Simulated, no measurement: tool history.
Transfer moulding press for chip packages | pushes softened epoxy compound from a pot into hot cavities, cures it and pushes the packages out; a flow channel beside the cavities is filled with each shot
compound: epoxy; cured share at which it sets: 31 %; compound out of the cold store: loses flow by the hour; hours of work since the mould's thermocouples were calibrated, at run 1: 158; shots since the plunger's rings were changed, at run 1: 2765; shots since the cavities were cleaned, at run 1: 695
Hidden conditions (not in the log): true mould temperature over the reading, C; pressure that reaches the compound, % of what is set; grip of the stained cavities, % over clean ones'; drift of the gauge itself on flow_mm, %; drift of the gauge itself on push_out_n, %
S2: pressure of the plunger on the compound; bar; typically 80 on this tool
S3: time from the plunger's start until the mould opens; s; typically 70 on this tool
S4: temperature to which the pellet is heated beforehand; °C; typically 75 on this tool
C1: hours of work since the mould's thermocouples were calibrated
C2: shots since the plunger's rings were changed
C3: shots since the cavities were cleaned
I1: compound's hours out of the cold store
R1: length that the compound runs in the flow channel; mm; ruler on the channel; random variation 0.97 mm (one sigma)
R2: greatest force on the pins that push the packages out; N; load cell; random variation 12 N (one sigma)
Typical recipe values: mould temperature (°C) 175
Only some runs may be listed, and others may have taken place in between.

Run 1, day 0: usual settings; C1 158; C2 2765; C3 695; I1 47. Result: R1 532.3 mm, R2 904 N.
Run 2, day 1.146: usual settings; C1 173; C2 3084; C3 1014; I1 17.4. Result: R1 619.7 mm, R2 1036 N.
At day 1.904: cavities cleaned with cleaning compound and waxed.
Run 3, day 2.883: usual settings; C1 195; C2 3553; C3 273; I1 12.6. Result: R1 631.6 mm, R2 1302 N.
Run 4, day 3.992: usual settings but mould temperature (°C) 169; C1 210; C2 3861; C3 581; I1 9.2. Result: R1 660.7 mm, R2 2090 N.
Run 5, day 4.775: usual settings but mould temperature (°C) 176; C1 220; C2 4080; C3 800; I1 28.1. Result: R1 578.8 mm, R2 1103 N.
At day 5.358: plunger's sealing rings changed.
At day 6.325: cavities cleaned with cleaning compound and waxed.
Run 6, day 6.438: usual settings but mould temperature (°C) 176; C1 240; C2 283; C3 31; I1 11.3. Result: R1 643.3 mm, R2 559 N.
At day 7.112: cavities cleaned with cleaning compound and waxed, once more.
Run 7, day 8.279: usual settings but mould temperature (°C) 176; C1 263; C2 781; C3 327; I1 24.5. Result: R1 600.7 mm, R2 696 N.
Run 8, day 9.742: usual settings but mould temperature (°C) 176; C1 282; C2 1189; C3 735; I1 35.3. Result: R1 566 mm, R2 821 N.

What does the tool deliver on the next run?
At day 11.458: cavities cleaned with cleaning compound and waxed.
Run 9, day 11.458: usual settings but mould temperature (°C) 176; C1 304; C2 1650; C3 0; I1 46.5. Result: R1 ?, R2 ?.

R1: 531.3 mm
R2: 465 N
Without the tool's hidden state the same run would have given R1 538.7 mm, R2 454 N.

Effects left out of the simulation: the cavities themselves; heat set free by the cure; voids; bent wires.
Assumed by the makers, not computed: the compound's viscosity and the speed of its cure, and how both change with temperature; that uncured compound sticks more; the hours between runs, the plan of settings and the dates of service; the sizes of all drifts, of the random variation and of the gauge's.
